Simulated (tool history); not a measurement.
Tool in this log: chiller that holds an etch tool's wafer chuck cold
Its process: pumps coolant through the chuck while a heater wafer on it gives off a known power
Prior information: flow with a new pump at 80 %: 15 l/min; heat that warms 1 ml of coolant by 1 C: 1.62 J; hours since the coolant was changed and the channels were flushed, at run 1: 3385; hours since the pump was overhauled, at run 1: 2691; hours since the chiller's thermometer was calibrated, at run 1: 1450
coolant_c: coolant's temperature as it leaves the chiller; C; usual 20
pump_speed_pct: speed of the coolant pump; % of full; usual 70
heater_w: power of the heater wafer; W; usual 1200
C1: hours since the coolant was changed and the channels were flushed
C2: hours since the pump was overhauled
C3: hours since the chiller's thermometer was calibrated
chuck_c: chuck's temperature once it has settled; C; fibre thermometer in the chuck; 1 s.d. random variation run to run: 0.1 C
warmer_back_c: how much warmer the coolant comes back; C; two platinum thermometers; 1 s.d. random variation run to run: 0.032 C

Run 1, hour 0.0: usual settings; C1 3385; C2 2691; C3 1450. Result: chuck_c 33.0 C, warmer_back_c 3.40 C.
Run 2, hour 76.7: usual settings but heater_w 799 W; C1 3461; C2 2767; C3 1526. Result: chuck_c 28.8 C, warmer_back_c 2.27 C.
Run 3, hour 166.3: usual settings but heater_w 799 W; C1 3551; C2 2857; C3 1616. Result: chuck_c 28.7 C, warmer_back_c 2.27 C.
Run 4, hour 242.9: usual settings; C1 3628; C2 2934; C3 1693. Result: chuck_c 33.1 C, warmer_back_c 3.30 C.
Run 5, hour 302.8: usual settings; C1 3688; C2 2993; C3 1752. Result: chuck_c 33.1 C, warmer_back_c 3.29 C.
Run 6, hour 435.3: usual settings but coolant_c 12 C; C1 3820; C2 3126; C3 1885. Result: chuck_c 25.1 C, warmer_back_c 3.35 C.
Run 7, hour 498.0: usual settings but coolant_c 12 C; C1 3883; C2 3189; C3 1948. Result: chuck_c 25.1 C, warmer_back_c 3.37 C.
Run 8, hour 595.4: usual settings but coolant_c 12 C; C1 3980; C2 3286; C3 2045. Result: chuck_c 25.0 C, warmer_back_c 3.26 C.
Run 9, hour 730.2: usual settings but coolant_c 12 C; C1 4115; C2 3421; C3 2180. Result: chuck_c 25.1 C, warmer_back_c 3.33 C.
Run 10, hour 863.9: usual settings but coolant_c 12 C; C1 4249; C2 3555; C3 2313. Result: chuck_c 25.0 C, warmer_back_c 3.29 C.
Run 11, hour 994.7: usual settings but coolant_c 12 C; C1 4379; C2 3685; C3 2444. Result: chuck_c 24.9 C, warmer_back_c 3.34 C.
Run 12, hour 1073.9: usual settings but coolant_c 12 C, heater_w 616 W; C1 4459; C2 3765; C3 2524. Result: chuck_c 18.6 C, warmer_back_c 1.66 C.
Run 13, hour 1201.9: usual settings but coolant_c 12 C, heater_w 616 W; C1 4587; C2 3893; C3 2651. Result: chuck_c 18.5 C, warmer_back_c 1.66 C.
Run 14, hour 1290.1: usual settings but coolant_c 12 C, heater_w 1642 W; C1 4675; C2 3981; C3 2740. Result: chuck_c 29.8 C, warmer_back_c 4.56 C.
Run 15, hour 1382.7: usual settings but coolant_c 12 C, heater_w 738 W; C1 4767; C2 4073; C3 2832. Result: chuck_c 20.0 C, warmer_back_c 1.99 C.
Run 16, hour 1443.7: usual settings but coolant_c 18 C, heater_w 787 W; C1 4828; C2 4134; C3 2893. Result: chuck_c 26.5 C, warmer_back_c 2.11 C.
At hour 1466.0: coolant changed, channels flushed.
Run 17, hour 1543.6: usual settings but coolant_c 18 C, pump_speed_pct 66 % of full; C1 78; C2 4228; C3 2987. Result: chuck_c 31.6 C, warmer_back_c 3.48 C.
Run 18, hour 1634.6: usual settings but coolant_c 11 C, pump_speed_pct 62 % of full, heater_w 773 W; C1 169; C2 4319; C3 3078. Result: chuck_c 20.2 C, warmer_back_c 2.34 C.
Run 19, hour 1718.6: usual settings but coolant_c 11 C, pump_speed_pct 62 % of full, heater_w 773 W; C1 253; C2 4403; C3 3162. Result: chuck_c 19.9 C, warmer_back_c 2.36 C.
Run 20, hour 1779.7: usual settings but coolant_c 11 C, pump_speed_pct 62 % of full, heater_w 773 W; C1 314; C2 4464; C3 3223. Result: chuck_c 20.0 C, warmer_back_c 2.39 C.
Run 21, hour 1875.0: usual settings but coolant_c 16 C, pump_speed_pct 71 % of full, heater_w 1701 W; C1 409; C2 4560; C3 3319. Result: chuck_c 34.4 C, warmer_back_c 4.59 C.

Alternative continuations, all from the tool just after run 21; predict every row:
Run A, hour 1943.1: usual settings but coolant_c 22 C; C1 477; C2 4628; C3 3387. Result: chuck_c ?, warmer_back_c ?.
Run B, hour 1943.1: usual settings but pump_speed_pct 74 % of full, heater_w 668 W; C1 477; C2 4628; C3 3387. Result: chuck_c ?, warmer_back_c ?.
Run C, hour 1943.1: usual settings but coolant_c 15 C, pump_speed_pct 62 % of full, heater_w 1718 W; C1 477; C2 4628; C3 3387. Result: chuck_c ?, warmer_back_c ?.
Run D, hour 1943.1: usual settings but coolant_c 15 C, pump_speed_pct 90 % of full, heater_w 1619 W; C1 477; C2 4628; C3 3387. Result: chuck_c ?, warmer_back_c ?.

run  chuck_c  warmer_back_c
  A     35.0           3.33
  B     27.0           1.69
  C     35.1           5.34
  D     30.5           3.47
The same runs, with their run-to-run variation unchanged, on a tool lacking any hidden condition would have given:
run  chuck_c  warmer_back_c
  A     35.0           3.42
  B     27.0           1.78
  C     35.0           5.42
  D     30.4           3.56
